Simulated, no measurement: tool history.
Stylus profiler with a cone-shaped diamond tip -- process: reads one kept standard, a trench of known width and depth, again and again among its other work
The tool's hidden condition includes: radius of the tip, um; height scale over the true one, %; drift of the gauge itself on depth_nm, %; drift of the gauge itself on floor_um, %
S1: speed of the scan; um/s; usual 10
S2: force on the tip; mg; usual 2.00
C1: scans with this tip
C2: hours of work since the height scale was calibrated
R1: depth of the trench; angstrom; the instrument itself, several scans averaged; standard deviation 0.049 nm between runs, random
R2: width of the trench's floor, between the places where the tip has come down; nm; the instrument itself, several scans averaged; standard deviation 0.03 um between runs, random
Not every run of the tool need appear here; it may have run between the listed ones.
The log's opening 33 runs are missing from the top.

run     day  S1    S2    C1    C2      R1     R2
 34  20.838  31  1.54  5093   963  2018.2  46740
 35  21.517   8  1.39  5158   975  2018.8  46760
 36  22.392  13  2.00  5241   991  2024.5  46750
 37  23.167  13  2.00  5315  1005  2024.0  46740
 38  24.000  13  2.00  5394  1020  2024.0  46740
 39  24.875  13  2.00  5477  1036  2023.6  46720
 40  25.646  13  2.72  5551  1050  2029.6  46730
 41  26.521  33  1.02  5634  1065  2013.5  46670
 42  27.362  15  4.23  5714  1081  2041.2  46740
 43  28.067   2  2.46  5781  1093  2027.2  46740

What if the next run were any one of these 3? Each begins from the tool's condition after run 43:
  A  28.554   2  1.39  5827  1102   ?   ?
  B  28.554   4  2.15  5827  1102   ?   ?
  C  28.554  10  1.18  5827  1102   ?   ?

run      R1     R2
  A  2016.3  46760
  B  2023.9  46780
  C  2014.6  46650
Without the tool's hidden state the same runs would have given:
run      R1     R2
  A  2021.2  47190
  B  2028.8  47210
  C  2019.5  47080
